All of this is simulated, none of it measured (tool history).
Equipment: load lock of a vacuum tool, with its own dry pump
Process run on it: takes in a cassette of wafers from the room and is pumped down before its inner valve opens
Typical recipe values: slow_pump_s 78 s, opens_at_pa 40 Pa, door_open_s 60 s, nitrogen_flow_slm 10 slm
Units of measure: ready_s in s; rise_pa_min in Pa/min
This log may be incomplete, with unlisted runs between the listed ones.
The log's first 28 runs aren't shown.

run	hour	slow_pump_s	opens_at_pa	door_open_s	nitrogen_flow_slm	hours that the pump has run since its overhaul	times that the door has closed on its seal	incoming humidity of the room's air, %	ready_s	rise_pa_min
29	3291.6	65	47	185	36	4919	3674	46.3	146.4	0.015
30	3361.2	106	40	60	8	4989	3904	40.1	179.6	0.029
31	3446.2	106	40	60	8	5074	4184	42.6	178.6	0.022
32	3596.3	106	40	60	8	5224	4679	46.4	180.5	0.025
33	3690.8	106	40	60	8	5318	4991	42.8	178.8	0.023
34	3803.6	106	40	60	8	5431	5363	43.6	179	0.026
35	3960.1	62	79	167	5	5588	5879	43.7	137.1	0.039
36	4054.6	82	75	52	5	5682	6190	45.6	154.5	0.025

Consider 5 possible next runs. They are alternatives, not a sequence: every one starts from the tool as it was left by run 36. What does each give?
A	4176.6	70	34	60	24	5804	6593	45.2	?	?
B	4176.6	93	75	52	28	5804	6593	44.2	?	?
C	4176.6	82	75	29	27	5804	6593	44.8	?	?
D	4176.6	68	35	52	4	5804	6593	42.5	?	?
E	4176.6	63	40	60	22	5804	6593	48.1	?	?

run	ready_s	rise_pa_min
A	153	0.013
B	161.4	0.011
C	152.7	0.005
D	154	0.028
E	145.8	0.015
With no hidden state in the tool, these same runs would have given:
run	ready_s	rise_pa_min
A	152.9	0.013
B	161.3	0.011
C	152.7	0.004
D	153.9	0.028
E	145.7	0.014
